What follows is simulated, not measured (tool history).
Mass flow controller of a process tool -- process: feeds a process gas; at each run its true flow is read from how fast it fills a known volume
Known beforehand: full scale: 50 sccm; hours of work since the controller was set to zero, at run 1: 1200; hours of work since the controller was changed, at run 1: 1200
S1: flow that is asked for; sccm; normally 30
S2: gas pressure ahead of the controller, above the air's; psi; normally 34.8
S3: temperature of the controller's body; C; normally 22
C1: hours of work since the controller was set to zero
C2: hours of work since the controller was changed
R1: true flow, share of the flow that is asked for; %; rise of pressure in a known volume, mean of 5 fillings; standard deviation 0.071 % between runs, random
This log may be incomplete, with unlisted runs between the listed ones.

{"run": 1, "hour": 0.0, "S1": 30, "S2": 34.8, "S3": 22, "C1": 1200, "C2": 1200, "R1": 99.58}
{"run": 2, "hour": 458.1, "S1": 30, "S2": 34.8, "S3": 22, "C1": 1389, "C2": 1389, "R1": 99.64}
{"run": 3, "hour": 834.1, "S1": 30, "S2": 34.8, "S3": 34, "C1": 1544, "C2": 1544, "R1": 100.59}
{"run": 4, "hour": 1074.9, "S1": 30, "S2": 34.8, "S3": 22, "C1": 1644, "C2": 1644, "R1": 99.43}
{"run": 5, "hour": 1578.6, "S1": 30, "S2": 34.8, "S3": 22, "C1": 1852, "C2": 1852, "R1": 99.24}
{"run": 6, "hour": 2110.1, "S1": 30, "S2": 34.8, "S3": 22, "C1": 2071, "C2": 2071, "R1": 99.32}
{"run": 7, "hour": 2342.3, "S1": 7, "S2": 34.8, "S3": 22, "C1": 2167, "C2": 2167, "R1": 98.86}

Run 8 has not been measured yet. What should we expect?
{"run": 8, "hour": 2740.0, "S1": 30, "S2": 34.8, "S3": 40, "C1": 2331, "C2": 2331, "R1": "?"}

R1: 100.66 %
The same run, on a tool lacking any hidden state, would have yielded R1 101.23 %.

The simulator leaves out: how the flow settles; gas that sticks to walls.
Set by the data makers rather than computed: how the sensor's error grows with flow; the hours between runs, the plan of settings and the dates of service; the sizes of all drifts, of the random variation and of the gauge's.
